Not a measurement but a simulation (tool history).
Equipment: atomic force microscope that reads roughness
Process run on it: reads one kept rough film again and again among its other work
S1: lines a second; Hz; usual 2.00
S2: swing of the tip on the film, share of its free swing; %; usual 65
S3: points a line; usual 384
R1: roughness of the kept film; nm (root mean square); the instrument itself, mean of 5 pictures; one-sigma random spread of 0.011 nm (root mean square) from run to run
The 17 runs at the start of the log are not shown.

Run 18, hour 294.9: usual settings. Result: R1 2.516 nm (root mean square).
Run 19, hour 318.7: usual settings but S3 359. Result: R1 2.440 nm (root mean square).
Run 20, hour 329.6: usual settings but S1 3.24 Hz, S3 264. Result: R1 2.273 nm (root mean square).
Run 21, hour 343.8: usual settings but S1 1.29 Hz, S2 74 %, S3 811. Result: R1 2.344 nm (root mean square).
At hour 363.0: new tip fitted.
Run 22, hour 363.0: usual settings but S1 3.94 Hz, S2 74 %, S3 811. Result: R1 2.255 nm (root mean square).
Run 23, hour 380.6: usual settings but S1 3.94 Hz, S2 74 %, S3 811. Result: R1 2.175 nm (root mean square).
Run 24, hour 394.2: usual settings but S1 0.56 Hz, S2 55 %, S3 811. Result: R1 2.658 nm (root mean square).
Run 25, hour 409.6: usual settings but S2 86 %, S3 829. Result: R1 2.123 nm (root mean square).
Run 26, hour 427.9: usual settings but S1 1.99 Hz, S2 86 %, S3 511. Result: R1 2.060 nm (root mean square).
Run 27, hour 440.4: usual settings but S1 1.99 Hz, S2 86 %, S3 511. Result: R1 2.028 nm (root mean square).
At hour 451.7: new tip fitted.
Run 28, hour 462.2: usual settings but S1 0.60 Hz, S2 70 %. Result: R1 2.681 nm (root mean square).
Run 29, hour 476.6: usual settings but S1 0.60 Hz, S2 70 %. Result: R1 2.621 nm (root mean square).
Run 30, hour 491.1: usual settings but S1 0.60 Hz, S2 70 %. Result: R1 2.561 nm (root mean square).
Run 31, hour 513.3: usual settings but S1 0.60 Hz, S2 70 %. Result: R1 2.470 nm (root mean square).
Run 32, hour 530.8: usual settings but S1 3.34 Hz, S2 75 %. Result: R1 2.023 nm (root mean square).
At hour 540.4: new tip fitted.
Run 33, hour 547.2: usual settings but S1 3.34 Hz, S2 75 %. Result: R1 2.252 nm (root mean square).
Run 34, hour 570.2: usual settings but S2 59 %, S3 789. Result: R1 2.547 nm (root mean square).
Run 35, hour 591.2: usual settings but S1 0.99 Hz, S2 89 %, S3 819. Result: R1 2.278 nm (root mean square).
Run 36, hour 602.0: usual settings but S1 0.77 Hz, S2 79 %, S3 802. Result: R1 2.398 nm (root mean square).

Predict each of these 3 candidate next runs independently; none follows another, all start after run 36:
Run A, hour 615.3: usual settings but S1 0.91 Hz, S2 64 %, S3 611. Result: R1 ?.
Run B, hour 615.3: usual settings but S1 1.97 Hz, S2 59 %, S3 802. Result: R1 ?.
Run C, hour 615.3: usual settings but S1 0.54 Hz, S2 80 %, S3 821. Result: R1 ?.

run     R1
  A  2.424
  B  2.386
  C  2.401
What these runs would have given with no unlogged condition in the tool:
run     R1
  A  2.740
  B  2.696
  C  2.713
